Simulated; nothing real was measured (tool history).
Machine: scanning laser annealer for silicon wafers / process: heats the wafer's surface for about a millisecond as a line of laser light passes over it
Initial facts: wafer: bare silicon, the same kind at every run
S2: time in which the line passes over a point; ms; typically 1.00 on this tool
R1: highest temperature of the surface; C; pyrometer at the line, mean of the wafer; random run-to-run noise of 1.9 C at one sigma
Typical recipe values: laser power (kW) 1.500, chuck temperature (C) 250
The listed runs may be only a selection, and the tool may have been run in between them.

{"run": 1, "hour": 0.0, "laser power (kW)": 1.5, "S2": 1.0, "chuck temperature (C)": 250, "R1": 1098}
{"run": 2, "hour": 12.6, "laser power (kW)": 1.5, "S2": 1.0, "chuck temperature (C)": 263, "R1": 1113}
{"run": 3, "hour": 19.7, "laser power (kW)": 1.5, "S2": 1.0, "chuck temperature (C)": 250, "R1": 1096}
{"run": 4, "hour": 28.9, "laser power (kW)": 1.5, "S2": 1.0, "chuck temperature (C)": 250, "R1": 1099}
{"run": 5, "hour": 34.1, "laser power (kW)": 1.5, "S2": 1.0, "chuck temperature (C)": 250, "R1": 1099}
{"run": 6, "hour": 45.8, "laser power (kW)": 1.5, "S2": 1.0, "chuck temperature (C)": 250, "R1": 1096}
{"run": 7, "hour": 58.0, "laser power (kW)": 1.5, "S2": 1.0, "chuck temperature (C)": 250, "R1": 1102}
{"run": 8, "hour": 66.2, "laser power (kW)": 1.5, "S2": 1.0, "chuck temperature (C)": 250, "R1": 1102}
{"run": 9, "hour": 76.3, "laser power (kW)": 1.489, "S2": 0.9, "chuck temperature (C)": 242, "R1": 1042}
{"run": 10, "hour": 82.9, "laser power (kW)": 1.5, "S2": 1.0, "chuck temperature (C)": 235, "R1": 1086}
{"run": 11, "hour": 90.1, "laser power (kW)": 1.5, "S2": 1.08, "chuck temperature (C)": 227, "R1": 1109}
{"run": 12, "hour": 98.1, "laser power (kW)": 1.5, "S2": 1.08, "chuck temperature (C)": 227, "R1": 1108}
{"run": 13, "hour": 105.7, "laser power (kW)": 1.5, "S2": 1.0, "chuck temperature (C)": 242, "R1": 1090}
{"run": 14, "hour": 116.5, "laser power (kW)": 1.5, "S2": 1.06, "chuck temperature (C)": 264, "R1": 1136}
{"run": 15, "hour": 126.1, "laser power (kW)": 1.378, "S2": 1.0, "chuck temperature (C)": 259, "R1": 1047}

5 options for the next run, each taken on its own from the tool as it stands now. Forecast them:
{"run": "A", "hour": 138.7, "laser power (kW)": 1.603, "S2": 1.08, "chuck temperature (C)": 238, "R1": "?"}
{"run": "B", "hour": 138.7, "laser power (kW)": 1.507, "S2": 1.12, "chuck temperature (C)": 259, "R1": "?"}
{"run": "C", "hour": 138.7, "laser power (kW)": 1.381, "S2": 1.0, "chuck temperature (C)": 250, "R1": "?"}
{"run": "D", "hour": 138.7, "laser power (kW)": 1.378, "S2": 1.0, "chuck temperature (C)": 228, "R1": "?"}
{"run": "E", "hour": 138.7, "laser power (kW)": 1.6, "S2": 0.92, "chuck temperature (C)": 217, "R1": "?"}

run=A R1=1177
run=B R1=1158
run=C R1=1041
run=D R1=1012
run=E R1=1080
The same runs, with their run-to-run variation unchanged, on a tool lacking any hidden condition would have given:
run=A R1=1177
run=B R1=1159
run=C R1=1041
run=D R1=1012
run=E R1=1081

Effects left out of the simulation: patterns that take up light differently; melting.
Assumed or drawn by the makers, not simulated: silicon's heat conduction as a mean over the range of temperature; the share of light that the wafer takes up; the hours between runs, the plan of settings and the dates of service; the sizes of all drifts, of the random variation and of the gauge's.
